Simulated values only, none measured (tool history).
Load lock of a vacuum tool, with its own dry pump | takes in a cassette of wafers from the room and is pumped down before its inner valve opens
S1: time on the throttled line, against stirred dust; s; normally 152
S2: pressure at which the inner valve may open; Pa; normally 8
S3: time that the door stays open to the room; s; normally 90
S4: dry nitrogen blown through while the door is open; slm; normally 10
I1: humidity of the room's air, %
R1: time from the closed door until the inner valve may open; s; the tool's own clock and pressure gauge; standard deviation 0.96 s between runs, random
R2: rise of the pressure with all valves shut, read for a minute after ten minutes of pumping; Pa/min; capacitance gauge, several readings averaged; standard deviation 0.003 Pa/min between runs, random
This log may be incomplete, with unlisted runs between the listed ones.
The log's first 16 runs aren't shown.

Run 17, hour 3185.4: usual settings; I1 45.5. Result: R1 232.7 s, R2 0.277 Pa/min.
Run 18, hour 3407.0: usual settings; I1 44.9. Result: R1 232.7 s, R2 0.287 Pa/min.
Run 19, hour 3661.2: usual settings; I1 47.0. Result: R1 234.7 s, R2 0.289 Pa/min.
Run 20, hour 3783.5: usual settings; I1 46.8. Result: R1 231.7 s, R2 0.292 Pa/min.
Run 21, hour 3982.3: usual settings but S1 162 s, S2 7 Pa, S3 108 s, S4 12 slm; I1 43.6. Result: R1 243.3 s, R2 0.310 Pa/min.
Run 22, hour 4279.7: usual settings but S1 162 s, S2 7 Pa, S3 108 s, S4 12 slm; I1 47.0. Result: R1 244.0 s, R2 0.321 Pa/min.
Run 23, hour 4455.2: usual settings but S1 162 s, S2 12 Pa, S3 108 s, S4 12 slm; I1 46.3. Result: R1 238.9 s, R2 0.330 Pa/min.
Run 24, hour 4591.6: usual settings but S1 236 s, S3 160 s, S4 18 slm; I1 40.8. Result: R1 304.6 s, R2 0.323 Pa/min.
Run 25, hour 4749.9: usual settings but S1 126 s, S3 141 s, S4 29 slm; I1 44.1. Result: R1 210.4 s, R2 0.323 Pa/min.
Run 26, hour 4984.8: usual settings but S1 169 s, S2 15 Pa; I1 42.6. Result: R1 241.4 s, R2 0.333 Pa/min.
Run 27, hour 5225.8: usual settings but S2 16 Pa, S3 160 s; I1 45.7. Result: R1 226.8 s, R2 0.361 Pa/min.
Run 28, hour 5496.5: usual settings but S2 16 Pa, S3 160 s; I1 42.1. Result: R1 224.6 s, R2 0.364 Pa/min.
Run 29, hour 5681.0: usual settings but S2 16 Pa, S3 160 s; I1 44.5. Result: R1 227.5 s, R2 0.370 Pa/min.
Run 30, hour 5855.0: usual settings but S2 16 Pa, S3 160 s; I1 42.5. Result: R1 226.2 s, R2 0.378 Pa/min.
Run 31, hour 5999.7: usual settings but S2 16 Pa, S3 160 s; I1 43.7. Result: R1 226.8 s, R2 0.381 Pa/min.
Run 32, hour 6137.8: usual settings but S1 116 s, S2 14 Pa; I1 43.0. Result: R1 197.9 s, R2 0.371 Pa/min.
Run 33, hour 6316.7: usual settings but S1 116 s, S2 14 Pa; I1 44.1. Result: R1 198.6 s, R2 0.378 Pa/min.
Run 34, hour 6556.7: usual settings but S2 12 Pa; I1 43.0. Result: R1 231.6 s, R2 0.383 Pa/min.
Run 35, hour 6854.2: usual settings but S1 87 s; I1 43.7. Result: R1 183.4 s, R2 0.400 Pa/min.
Run 36, hour 7070.5: usual settings but S1 87 s; I1 42.5. Result: R1 182.0 s, R2 0.408 Pa/min.
Run 37, hour 7201.3: usual settings but S1 196 s, S2 12 Pa, S3 153 s, S4 35 slm; I1 42.9. Result: R1 267.0 s, R2 0.401 Pa/min.
Run 38, hour 7473.7: usual settings but S1 221 s, S2 13 Pa, S3 177 s, S4 7 slm; I1 46.3. Result: R1 286.4 s, R2 0.446 Pa/min.

Alternative continuations, all from the tool just after run 38; predict every row:
Run A, hour 7694.9: usual settings but S1 79 s, S2 7 Pa; I1 43.9. Result: R1 ?, R2 ?.
Run B, hour 7694.9: usual settings but S1 221 s, S2 13 Pa, S3 71 s, S4 7 slm; I1 46.1. Result: R1 ?, R2 ?.
Run C, hour 7694.9: usual settings but S2 15 Pa, S3 140 s, S4 6 slm; I1 45.1. Result: R1 ?, R2 ?.

run     R1     R2
  A  178.4  0.421
  B  288.6  0.434
  C  230.4  0.448
What these runs would have given with no unlogged condition in the tool:
run     R1     R2
  A  158.4  0.045
  B  275.1  0.056
  C  214.9  0.068
